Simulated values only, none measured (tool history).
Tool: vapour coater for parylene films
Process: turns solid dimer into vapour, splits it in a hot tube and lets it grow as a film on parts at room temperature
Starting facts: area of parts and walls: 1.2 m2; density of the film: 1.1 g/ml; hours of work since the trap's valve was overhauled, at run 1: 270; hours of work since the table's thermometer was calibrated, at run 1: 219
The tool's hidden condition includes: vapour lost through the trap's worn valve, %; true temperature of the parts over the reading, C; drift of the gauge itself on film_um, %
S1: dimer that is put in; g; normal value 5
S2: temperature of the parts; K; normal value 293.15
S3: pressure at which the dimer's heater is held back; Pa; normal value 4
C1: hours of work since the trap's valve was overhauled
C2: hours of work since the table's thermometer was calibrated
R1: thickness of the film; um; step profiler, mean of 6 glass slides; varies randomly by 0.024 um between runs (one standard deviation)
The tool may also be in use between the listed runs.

run,day,S1,S2,S3,C1,C2,R1
1,0,5,293.15,4,270,219,2.55
2,0.762,5,293.15,4,285,234,2.55
3,2.05,5,293.15,4,312,261,2.52
4,3.629,5,293.15,4,345,294,2.56
5,5.408,8,293.15,4,383,332,3.99
6,6.508,8,293.15,4,406,355,3.97
7,8.2,8,293.15,4,441,390,3.93
# day 8.675: trap's valve overhauled
8,9.121,4,292.15,3.42,9,406,2.33
9,10.404,9,302.15,9.24,36,432,2.83
10,11.588,9,302.15,9.24,61,457,2.81
11,13.271,9,302.15,9.24,96,492,2.78
12,14.988,2,293.15,5.48,132,528,1.01
13,16.792,5,290.15,4,170,566,3.08
14,17.542,5,290.15,4,185,582,2.97

How the hidden state differs across the entries between the runs, from the last listed run before each to the first after it:
Between runs 7 and 8: trap's valve overhauled (day 8.675)
  vapour lost through the trap's worn valve, %: 10.5 -> 1
  measured less the result without the state, R1: -0.33 -> +0.04 um
